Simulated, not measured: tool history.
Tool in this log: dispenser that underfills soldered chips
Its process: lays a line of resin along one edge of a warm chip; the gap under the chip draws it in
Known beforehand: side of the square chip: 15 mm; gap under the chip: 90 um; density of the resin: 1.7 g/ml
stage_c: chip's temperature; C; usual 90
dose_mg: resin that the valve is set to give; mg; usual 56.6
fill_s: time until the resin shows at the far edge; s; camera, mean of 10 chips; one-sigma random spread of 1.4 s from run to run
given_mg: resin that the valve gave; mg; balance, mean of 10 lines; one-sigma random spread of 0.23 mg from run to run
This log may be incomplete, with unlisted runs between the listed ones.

Run 1, day 0: usual settings. Result: fill_s 221 s, given_mg 50.4 mg.
Run 2, day 0.212: usual settings. Result: fill_s 306.6 s, given_mg 50.11 mg.
Run 3, day 0.433: usual settings but stage_c 102 C. Result: fill_s 90.1 s, given_mg 56.44 mg.
Run 4, day 0.688: usual settings but stage_c 102 C. Result: fill_s 130.4 s, given_mg 56.22 mg.
Run 5, day 0.825: usual settings but stage_c 102 C. Result: fill_s 161 s, given_mg 56.3 mg.
Run 6, day 1.108: usual settings but stage_c 102 C. Result: fill_s 101.6 s, given_mg 55.74 mg.
Run 7, day 1.308: usual settings but dose_mg 62.2 mg. Result: fill_s 237.2 s, given_mg 61.39 mg.
Run 8, day 1.579: usual settings. Result: fill_s 147.5 s, given_mg 55.63 mg.
Run 9, day 1.829: usual settings. Result: fill_s 217.7 s, given_mg 55.59 mg.
Run 10, day 2.029: usual settings. Result: fill_s 297 s, given_mg 55.49 mg.
Run 11, day 2.304: usual settings. Result: fill_s 181 s, given_mg 55.15 mg.
Run 12, day 2.583: usual settings. Result: fill_s 278.9 s, given_mg 54.68 mg.
Run 13, day 2.833: usual settings. Result: fill_s 169.9 s, given_mg 54.6 mg.
Run 14, day 3.046: usual settings but stage_c 91 C, dose_mg 63.7 mg. Result: fill_s 215.1 s, given_mg 61.7 mg.
Run 15, day 3.175: usual settings but stage_c 91 C, dose_mg 63.7 mg. Result: fill_s 263 s, given_mg 61.22 mg.
Run 16, day 3.321: usual settings but stage_c 99 C, dose_mg 62.5 mg. Result: fill_s 93.1 s, given_mg 60.04 mg.
Run 17, day 3.608: usual settings but stage_c 83 C, dose_mg 49.9 mg. Result: fill_s 323.6 s, given_mg 47.41 mg.
Run 18, day 3.896: usual settings but stage_c 83 C, dose_mg 49.9 mg. Result: fill_s 204.3 s, given_mg 47.48 mg.
Run 19, day 4.179: usual settings but dose_mg 53.3 mg. Result: fill_s 216.5 s, given_mg 50.54 mg.
Run 20, day 4.412: usual settings but stage_c 75 C, dose_mg 50.6 mg. Result: fill_s 671 s, given_mg 47.71 mg.
Run 21, day 4.654: usual settings but stage_c 76 C, dose_mg 51.5 mg. Result: fill_s 376.2 s, given_mg 49.14 mg.
Run 22, day 4.821: usual settings but stage_c 84 C, dose_mg 56.4 mg. Result: fill_s 313.9 s, given_mg 52.5 mg.

Missing from the log above: 9 entries noted between runs. For each, name the pair of listed runs it sits between and say how the tool's hidden condition differs from the listed run just before to the listed run just after:
After run 2, before run 3: dispensing valve cleaned and set on the balance (day 0.275); new syringe of resin (day 0.312)
  resin's viscosity, % of fresh resin's: 228.4 -> 118.6; dose that the valve gives, % of what is set: 88.7 -> 100.01; true chip temperature over the reading, C: 0.37 -> 0.38
  measured result minus the result with no hidden state, fill_s: +172.5 -> +12.8 s; given_mg: -6.37 -> +0.01 mg
After run 5, before run 6: new syringe of resin (day 0.908)
  resin's viscosity, % of fresh resin's: 212.5 -> 135.5; dose that the valve gives, % of what is set: 99.47 -> 99.08; true chip temperature over the reading, C: 0.4 -> 0.42
  measured result minus the result with no hidden state, fill_s: +83.9 -> +25.2 s; given_mg: -0.3 -> -0.52 mg
After run 7, before run 8: new syringe of resin (day 1.5)
  resin's viscosity, % of fresh resin's: 182.9 -> 113.5; dose that the valve gives, % of what is set: 98.8 -> 98.43; true chip temperature over the reading, C: 0.43 -> 0.45
  measured result minus the result with no hidden state, fill_s: +104.8 -> +14.9 s; given_mg: -0.75 -> -0.89 mg
After run 10, before run 11: new syringe of resin (day 2.083)
  resin's viscosity, % of fresh resin's: 223.1 -> 138.7; dose that the valve gives, % of what is set: 97.77 -> 97.41; true chip temperature over the reading, C: 0.47 -> 0.49
  measured result minus the result with no hidden state, fill_s: +161.3 -> +47.7 s; given_mg: -1.27 -> -1.46 mg
After run 12, before run 13: new syringe of resin (day 2.671)
  resin's viscosity, % of fresh resin's: 211.5 -> 126.9; dose that the valve gives, % of what is set: 97.02 -> 96.71; true chip temperature over the reading, C: 0.5 -> 0.52
  measured result minus the result with no hidden state, fill_s: +144 -> +33.1 s; given_mg: -1.68 -> -1.86 mg
After run 15, before run 16: new syringe of resin (day 3.258)
  resin's viscosity, % of fresh resin's: 210.7 -> 109.9; dose that the valve gives, % of what is set: 96.24 -> 96.04; true chip temperature over the reading, C: 0.54 -> 0.55
  measured result minus the result with no hidden state, fill_s: +135 -> +6.5 s; given_mg: -2.4 -> -2.47 mg
After run 17, before run 18: new syringe of resin (day 3.85)
  resin's viscosity, % of fresh resin's: 169.4 -> 107; dose that the valve gives, % of what is set: 95.62 -> 95.2; true chip temperature over the reading, C: 0.56 -> 0.58
  measured result minus the result with no hidden state, fill_s: +128.8 -> +9.7 s; given_mg: -2.17 -> -2.4 mg
After run 20, before run 21: new syringe of resin (day 4.442)
  resin's viscosity, % of fresh resin's: 231.4 -> 137.1; dose that the valve gives, % of what is set: 94.49 -> 94.17; true chip temperature over the reading, C: 0.61 -> 0.62
  measured result minus the result with no hidden state, fill_s: +375.2 -> +95.8 s; given_mg: -2.79 -> -3.04 mg
